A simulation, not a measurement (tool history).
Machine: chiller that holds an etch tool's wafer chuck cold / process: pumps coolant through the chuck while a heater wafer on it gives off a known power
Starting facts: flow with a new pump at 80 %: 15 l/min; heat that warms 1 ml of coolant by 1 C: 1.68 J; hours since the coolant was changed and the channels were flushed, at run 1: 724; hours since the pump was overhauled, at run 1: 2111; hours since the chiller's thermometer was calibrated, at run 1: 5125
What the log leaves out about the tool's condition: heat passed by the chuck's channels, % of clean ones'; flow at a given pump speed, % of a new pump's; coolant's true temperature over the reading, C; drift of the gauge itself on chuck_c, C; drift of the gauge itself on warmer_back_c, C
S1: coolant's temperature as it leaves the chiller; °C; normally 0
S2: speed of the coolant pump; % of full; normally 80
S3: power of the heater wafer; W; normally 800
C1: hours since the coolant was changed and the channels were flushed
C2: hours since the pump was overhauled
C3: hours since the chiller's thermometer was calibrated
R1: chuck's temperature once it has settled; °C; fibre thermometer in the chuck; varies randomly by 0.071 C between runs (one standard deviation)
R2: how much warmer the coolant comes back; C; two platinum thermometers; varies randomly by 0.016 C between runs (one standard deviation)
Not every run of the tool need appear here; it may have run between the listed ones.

Run 1, hour 0.0: usual settings; C1 724; C2 2111; C3 5125. Result: R1 6.17 °C, R2 1.98 C.
Run 2, hour 44.7: usual settings; C1 769; C2 2155; C3 5170. Result: R1 6.21 °C, R2 1.98 C.
Run 3, hour 77.3: usual settings; C1 801; C2 2188; C3 5202. Result: R1 6.27 °C, R2 1.98 C.
Run 4, hour 118.8: usual settings; C1 843; C2 2229; C3 5244. Result: R1 6.35 °C, R2 2.02 C.
Run 5, hour 146.2: usual settings; C1 870; C2 2257; C3 5271. Result: R1 6.30 °C, R2 1.98 C.
Run 6, hour 190.6: usual settings; C1 915; C2 2301; C3 5316. Result: R1 6.18 °C, R2 1.99 C.
Run 7, hour 231.3: usual settings; C1 955; C2 2342; C3 5356. Result: R1 6.24 °C, R2 1.99 C.
Run 8, hour 250.8: usual settings; C1 975; C2 2362; C3 5376. Result: R1 6.18 °C, R2 2.00 C.
At hour 283.3: chiller's thermometer calibrated.
Run 9, hour 284.4: usual settings but S2 93 % of full; C1 1008; C2 2394; C3 1. Result: R1 5.10 °C, R2 1.70 C.
Run 10, hour 322.8: usual settings but S3 850 W; C1 1046; C2 2432; C3 39. Result: R1 6.26 °C, R2 2.12 C.
At hour 360.2: chiller's thermometer calibrated, once more.
Run 11, hour 366.4: usual settings but S3 850 W; C1 1088; C2 2475; C3 6. Result: R1 7.36 °C, R2 2.10 C.
Run 12, hour 406.7: usual settings but S1 7 °C; C1 1129; C2 2515; C3 47. Result: R1 13.90 °C, R2 1.99 C.
Run 13, hour 427.2: usual settings but S1 7 °C; C1 1149; C2 2536; C3 67. Result: R1 13.87 °C, R2 1.97 C.
Run 14, hour 471.6: usual settings but S1 7 °C; C1 1194; C2 2580; C3 111. Result: R1 13.90 °C, R2 2.01 C.
Run 15, hour 515.2: usual settings but S1 4 °C, S3 585 W; C1 1237; C2 2624; C3 155. Result: R1 8.98 °C, R2 1.48 C.

Run 16 is up next; what results do you expect?
Run 16, hour 547.6: usual settings but S1 10 °C, S3 585 W; C1 1270; C2 2656; C3 187. Result: R1 ?, R2 ?.

R1: 14.96 °C
R2: 1.46 C
Minus the tool's unlogged condition, the same run would have read R1 14.69 °C, R2 1.39 C.
